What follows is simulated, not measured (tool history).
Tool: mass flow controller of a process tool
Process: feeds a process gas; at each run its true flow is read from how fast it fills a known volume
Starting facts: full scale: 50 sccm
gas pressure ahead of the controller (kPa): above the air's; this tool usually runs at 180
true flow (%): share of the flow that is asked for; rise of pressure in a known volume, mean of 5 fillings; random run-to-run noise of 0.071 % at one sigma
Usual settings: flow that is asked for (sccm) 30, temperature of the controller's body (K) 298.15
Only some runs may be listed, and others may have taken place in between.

run	hour	flow that is asked for (sccm)	gas pressure ahead of the controller (kPa)	temperature of the controller's body (K)	true flow (%)
1	0	30	180	298.15	96.05
2	307.9	30	180	298.15	96.03
3	745.7	30	180	298.15	95.72
4	1273.9	30	240	298.15	95.07
5	1744.4	30	240	298.15	94.92
6	2136	30	240	298.15	94.62
7	2454.7	30	240	298.15	94.36
# hour 2505.2: controller's zero set anew
8	2793.5	30	240	298.15	92.97
9	3237.3	30	240	298.15	92.61
10	3798.9	30	159	298.15	92.92
11	4090.2	24	273	300.15	91.17
12	4355.6	24	273	300.15	91
13	4635	7	187	297.15	79.77
14	4982.8	30	180	312.15	92.84
15	5339.7	20	153	293.15	90.03
16	5782.3	10	257	299.15	83.36
# hour 5900.3: controller's zero set anew, once more
17	6073.9	10	257	299.15	94.87

5 ways to go on from here, each from the tool as it stands after run 17. What would each give?
A	6617.3	13	257	312.15	?
B	6617.3	33	257	302.15	?
C	6617.3	11	147	298.15	?
D	6617.3	21	175	298.15	?
E	6617.3	21	216	293.15	?

run	true flow (%)
A	95.09
B	95.16
C	95.05
D	95.24
E	94.82
Had the tool no hidden state, the same runs would have come out as:
run	true flow (%)
A	99.98
B	99.77
C	100.02
D	99.95
E	99.54
